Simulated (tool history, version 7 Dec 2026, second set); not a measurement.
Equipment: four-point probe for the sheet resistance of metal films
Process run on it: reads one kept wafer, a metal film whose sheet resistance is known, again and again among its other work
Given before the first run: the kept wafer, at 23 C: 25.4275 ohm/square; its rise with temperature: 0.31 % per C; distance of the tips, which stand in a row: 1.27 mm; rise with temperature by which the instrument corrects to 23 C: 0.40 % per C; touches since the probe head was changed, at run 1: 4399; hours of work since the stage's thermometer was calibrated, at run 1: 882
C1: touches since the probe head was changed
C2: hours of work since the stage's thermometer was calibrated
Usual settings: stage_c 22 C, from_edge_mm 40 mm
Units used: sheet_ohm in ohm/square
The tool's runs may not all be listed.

Run 1, hour 0.0: usual settings; C1 4399; C2 882. Result: sheet_ohm 25.308821 ohm/square.
Run 2, hour 9.8: usual settings but stage_c 29 C; C1 4758; C2 888. Result: sheet_ohm 25.152771 ohm/square.
Run 3, hour 21.3: usual settings but stage_c 33 C; C1 5176; C2 894. Result: sheet_ohm 25.053525 ohm/square.
Run 4, hour 34.9: usual settings but stage_c 33 C; C1 5671; C2 902. Result: sheet_ohm 25.059564 ohm/square.
Run 5, hour 42.5: usual settings but stage_c 33 C; C1 5950; C2 907. Result: sheet_ohm 25.044350 ohm/square.
Run 6, hour 55.7: usual settings but from_edge_mm 14 mm; C1 6432; C2 915. Result: sheet_ohm 25.419809 ohm/square.
Run 7, hour 64.6: usual settings but from_edge_mm 14 mm; C1 6755; C2 920. Result: sheet_ohm 25.412800 ohm/square.
Run 8, hour 80.3: usual settings but from_edge_mm 14 mm; C1 7329; C2 929. Result: sheet_ohm 25.408348 ohm/square.
Run 9, hour 94.1: usual settings but from_edge_mm 14 mm; C1 7832; C2 937. Result: sheet_ohm 25.406625 ohm/square.
Run 10, hour 101.9: usual settings but from_edge_mm 14 mm; C1 8114; C2 942. Result: sheet_ohm 25.418242 ohm/square.
Run 11, hour 110.5: usual settings but from_edge_mm 14 mm; C1 8430; C2 947. Result: sheet_ohm 25.408502 ohm/square.
At hour 112.0: stage's thermometer calibrated.
Run 12, hour 119.4: usual settings but from_edge_mm 13 mm; C1 8733; C2 4. Result: sheet_ohm 25.413248 ohm/square.
Run 13, hour 133.1: usual settings but from_edge_mm 11 mm; C1 9233; C2 12. Result: sheet_ohm 25.471618 ohm/square.
Run 14, hour 146.5: usual settings but from_edge_mm 11 mm; C1 9722; C2 20. Result: sheet_ohm 25.469717 ohm/square.
Run 15, hour 161.4: usual settings but stage_c 24 C, from_edge_mm 17 mm; C1 10265; C2 29. Result: sheet_ohm 25.317627 ohm/square.
Run 16, hour 173.6: usual settings but stage_c 18 C, from_edge_mm 11 mm; C1 10712; C2 36. Result: sheet_ohm 25.573920 ohm/square.
Run 17, hour 185.8: usual settings but stage_c 25 C, from_edge_mm 19 mm; C1 11156; C2 44. Result: sheet_ohm 25.274084 ohm/square.
At hour 195.6: stage's thermometer calibrated, once more.
Run 18, hour 198.4: usual settings but stage_c 30 C, from_edge_mm 37 mm; C1 11596; C2 2. Result: sheet_ohm 25.150037 ohm/square.

Some steps in sheet_ohm between neighbouring runs. How much of each would the tool show without its hidden state too (settings, what came in, random variation), and how much is left for the hidden state, with any gauge scatter that isn't in both results?
The hidden state here: inner tips' distance over the nominal, %; tips' flats over new ones', %; wafer's true temperature over the reading, C; drift of the gauge itself on sheet_ohm, %.
Run 5 -> 6: stage_c 33 -> 22, from_edge_mm 40 -> 14. sheet_ohm +0.375459 ohm/square: hidden state -0.002313, all else +0.377772.
Run 17 -> 18: stage_c 25 -> 30, from_edge_mm 19 -> 37, stage's thermometer calibrated, once more. sheet_ohm -0.124047 ohm/square: hidden state +0.027957, all else -0.152004.
